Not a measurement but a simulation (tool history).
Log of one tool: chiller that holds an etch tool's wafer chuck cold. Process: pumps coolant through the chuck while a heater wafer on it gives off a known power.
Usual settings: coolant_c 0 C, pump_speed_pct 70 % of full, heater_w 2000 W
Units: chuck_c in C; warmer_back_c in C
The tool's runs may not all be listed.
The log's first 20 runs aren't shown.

{"hour": 2353.9, "done": "coolant pump overhauled"}
{"run": 21, "hour": 2473.6, "coolant_c": 10, "pump_speed_pct": 93, "heater_w": 2184, "chuck_c": 29.4, "warmer_back_c": 4.01}
{"run": 22, "hour": 2603.1, "coolant_c": 8, "pump_speed_pct": 70, "heater_w": 2100, "chuck_c": 29.6, "warmer_back_c": 5.17}
{"run": 23, "hour": 2696.5, "coolant_c": 8, "pump_speed_pct": 70, "heater_w": 1067, "chuck_c": 19.1, "warmer_back_c": 2.5}
{"run": 24, "hour": 2846.9, "coolant_c": 8, "pump_speed_pct": 70, "heater_w": 1067, "chuck_c": 19.1, "warmer_back_c": 2.42}
{"run": 25, "hour": 2953.6, "coolant_c": 2, "pump_speed_pct": 91, "heater_w": 1811, "chuck_c": 18.1, "warmer_back_c": 3.28}
{"run": 26, "hour": 3096.5, "coolant_c": 2, "pump_speed_pct": 91, "heater_w": 1812, "chuck_c": 18.3, "warmer_back_c": 3.26}
{"run": 27, "hour": 3252.5, "coolant_c": 2, "pump_speed_pct": 91, "heater_w": 1812, "chuck_c": 18.1, "warmer_back_c": 3.29}
{"run": 28, "hour": 3361.4, "coolant_c": 0, "pump_speed_pct": 88, "heater_w": 1068, "chuck_c": 9.8, "warmer_back_c": 1.84}
{"run": 29, "hour": 3491.6, "coolant_c": -7, "pump_speed_pct": 74, "heater_w": 1533, "chuck_c": 8.6, "warmer_back_c": 3.35}
{"run": 30, "hour": 3595.0, "coolant_c": 0, "pump_speed_pct": 92, "heater_w": 1709, "chuck_c": 15.1, "warmer_back_c": 2.98}
{"run": 31, "hour": 3753.0, "coolant_c": 2, "pump_speed_pct": 87, "heater_w": 2000, "chuck_c": 20.2, "warmer_back_c": 3.76}
{"run": 32, "hour": 3834.7, "coolant_c": -2, "pump_speed_pct": 78, "heater_w": 2028, "chuck_c": 17.5, "warmer_back_c": 4.27}

4 ways to go on from here, each from the tool as it stands after run 32. What would each give?
{"run": "A", "hour": 3984.6, "coolant_c": 9, "pump_speed_pct": 97, "heater_w": 1258, "chuck_c": "?", "warmer_back_c": "?"}
{"run": "B", "hour": 3984.6, "coolant_c": -2, "pump_speed_pct": 78, "heater_w": 1935, "chuck_c": "?", "warmer_back_c": "?"}
{"run": "C", "hour": 3984.6, "coolant_c": 5, "pump_speed_pct": 78, "heater_w": 1146, "chuck_c": "?", "warmer_back_c": "?"}
{"run": "D", "hour": 3984.6, "coolant_c": -5, "pump_speed_pct": 62, "heater_w": 2028, "chuck_c": "?", "warmer_back_c": "?"}

run=A chuck_c=19.7 warmer_back_c=1.97
run=B chuck_c=16.8 warmer_back_c=4.07
run=C chuck_c=16.3 warmer_back_c=2.28
run=D chuck_c=17.6 warmer_back_c=5.52
Without the tool's hidden state the same runs would have given:
run=A chuck_c=19.7 warmer_back_c=2.36
run=B chuck_c=16.8 warmer_back_c=4.46
run=C chuck_c=16.3 warmer_back_c=2.67
run=D chuck_c=17.6 warmer_back_c=5.91
